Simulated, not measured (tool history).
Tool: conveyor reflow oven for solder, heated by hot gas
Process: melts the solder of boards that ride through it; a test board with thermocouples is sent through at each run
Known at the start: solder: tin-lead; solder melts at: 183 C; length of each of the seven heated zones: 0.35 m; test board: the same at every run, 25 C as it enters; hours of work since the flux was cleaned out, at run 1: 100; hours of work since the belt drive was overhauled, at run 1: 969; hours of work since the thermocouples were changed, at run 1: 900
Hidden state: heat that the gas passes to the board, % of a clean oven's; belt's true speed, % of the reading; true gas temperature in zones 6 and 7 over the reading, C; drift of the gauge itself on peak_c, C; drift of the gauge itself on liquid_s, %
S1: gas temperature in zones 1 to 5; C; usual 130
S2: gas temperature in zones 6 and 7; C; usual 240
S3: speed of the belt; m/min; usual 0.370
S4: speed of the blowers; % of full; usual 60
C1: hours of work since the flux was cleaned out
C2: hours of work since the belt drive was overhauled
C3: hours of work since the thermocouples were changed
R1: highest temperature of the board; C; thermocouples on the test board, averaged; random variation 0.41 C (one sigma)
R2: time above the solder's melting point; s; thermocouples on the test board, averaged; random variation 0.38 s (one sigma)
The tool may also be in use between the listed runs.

{"run": 1, "hour": 0.0, "S1": 130, "S2": 240, "S3": 0.37, "S4": 60, "C1": 100, "C2": 969, "C3": 900, "R1": 222.6, "R2": 89.2}
{"run": 2, "hour": 43.9, "S1": 130, "S2": 240, "S3": 0.37, "S4": 60, "C1": 128, "C2": 996, "C3": 928, "R1": 221.9, "R2": 88.2}
{"run": 3, "hour": 86.8, "S1": 130, "S2": 240, "S3": 0.37, "S4": 60, "C1": 155, "C2": 1024, "C3": 956, "R1": 221.8, "R2": 88.7}
{"run": 4, "hour": 145.5, "S1": 130, "S2": 240, "S3": 0.324, "S4": 60, "C1": 193, "C2": 1061, "C3": 993, "R1": 225.3, "R2": 106.6}
{"run": 5, "hour": 188.8, "S1": 130, "S2": 240, "S3": 0.324, "S4": 60, "C1": 220, "C2": 1089, "C3": 1021, "R1": 224.8, "R2": 106.2}
{"run": 6, "hour": 230.4, "S1": 130, "S2": 243, "S3": 0.37, "S4": 60, "C1": 247, "C2": 1115, "C3": 1047, "R1": 224.5, "R2": 91.2}
{"hour": 261.6, "done": "flux residue cleaned out of gas plates and filters"}
{"run": 7, "hour": 269.9, "S1": 130, "S2": 243, "S3": 0.37, "S4": 60, "C1": 5, "C2": 1137, "C3": 1069, "R1": 223.5, "R2": 89.7}
{"run": 8, "hour": 337.6, "S1": 130, "S2": 243, "S3": 0.411, "S4": 60, "C1": 48, "C2": 1180, "C3": 1112, "R1": 219.2, "R2": 75.6}
{"hour": 347.9, "done": "belt drive overhauled, speed set with a stopwatch"}
{"run": 9, "hour": 381.4, "S1": 130, "S2": 243, "S3": 0.411, "S4": 60, "C1": 74, "C2": 21, "C3": 1138, "R1": 218.7, "R2": 74.0}
{"run": 10, "hour": 422.0, "S1": 134, "S2": 243, "S3": 0.411, "S4": 60, "C1": 100, "C2": 47, "C3": 1164, "R1": 219.3, "R2": 75.9}
{"run": 11, "hour": 474.4, "S1": 134, "S2": 243, "S3": 0.411, "S4": 60, "C1": 133, "C2": 81, "C3": 1197, "R1": 219.0, "R2": 75.2}
{"run": 12, "hour": 525.3, "S1": 130, "S2": 240, "S3": 0.37, "S4": 60, "C1": 165, "C2": 113, "C3": 1229, "R1": 219.5, "R2": 82.9}
{"hour": 562.5, "done": "thermocouples of zones 6 and 7 changed"}
{"run": 13, "hour": 564.3, "S1": 130, "S2": 240, "S3": 0.37, "S4": 60, "C1": 189, "C2": 137, "C3": 1, "R1": 222.1, "R2": 86.1}
{"run": 14, "hour": 626.8, "S1": 130, "S2": 240, "S3": 0.37, "S4": 60, "C1": 229, "C2": 176, "C3": 41, "R1": 221.6, "R2": 86.4}
{"hour": 674.9, "done": "flux residue cleaned out of gas plates and filters, once more"}
{"run": 15, "hour": 682.6, "S1": 130, "S2": 240, "S3": 0.37, "S4": 60, "C1": 5, "C2": 209, "C3": 73, "R1": 224.9, "R2": 89.6}
{"run": 16, "hour": 734.2, "S1": 130, "S2": 240, "S3": 0.37, "S4": 76, "C1": 38, "C2": 242, "C3": 106, "R1": 227.4, "R2": 93.1}
{"run": 17, "hour": 785.5, "S1": 128, "S2": 248, "S3": 0.394, "S4": 52, "C1": 70, "C2": 274, "C3": 139, "R1": 226.9, "R2": 84.7}
{"run": 18, "hour": 814.8, "S1": 128, "S2": 246, "S3": 0.395, "S4": 59, "C1": 89, "C2": 293, "C3": 158, "R1": 227.2, "R2": 85.3}
{"run": 19, "hour": 878.9, "S1": 128, "S2": 246, "S3": 0.395, "S4": 59, "C1": 130, "C2": 334, "C3": 198, "R1": 226.4, "R2": 83.9}
{"run": 20, "hour": 923.3, "S1": 127, "S2": 229, "S3": 0.356, "S4": 54, "C1": 158, "C2": 362, "C3": 227, "R1": 213.2, "R2": 78.9}
{"run": 21, "hour": 960.2, "S1": 118, "S2": 228, "S3": 0.429, "S4": 69, "C1": 182, "C2": 386, "C3": 250, "R1": 207.2, "R2": 54.6}

Run 22 comes next. What will it give?
{"run": 22, "hour": 1003.5, "S1": 118, "S2": 228, "S3": 0.429, "S4": 69, "C1": 209, "C2": 413, "C3": 278, "R1": "?", "R2": "?"}

{"run 22": {"R1": 207.2, "R2": 53.9}}
Without the tool's hidden state the same run would have given R1 208.8 C, R2 55.8 s.
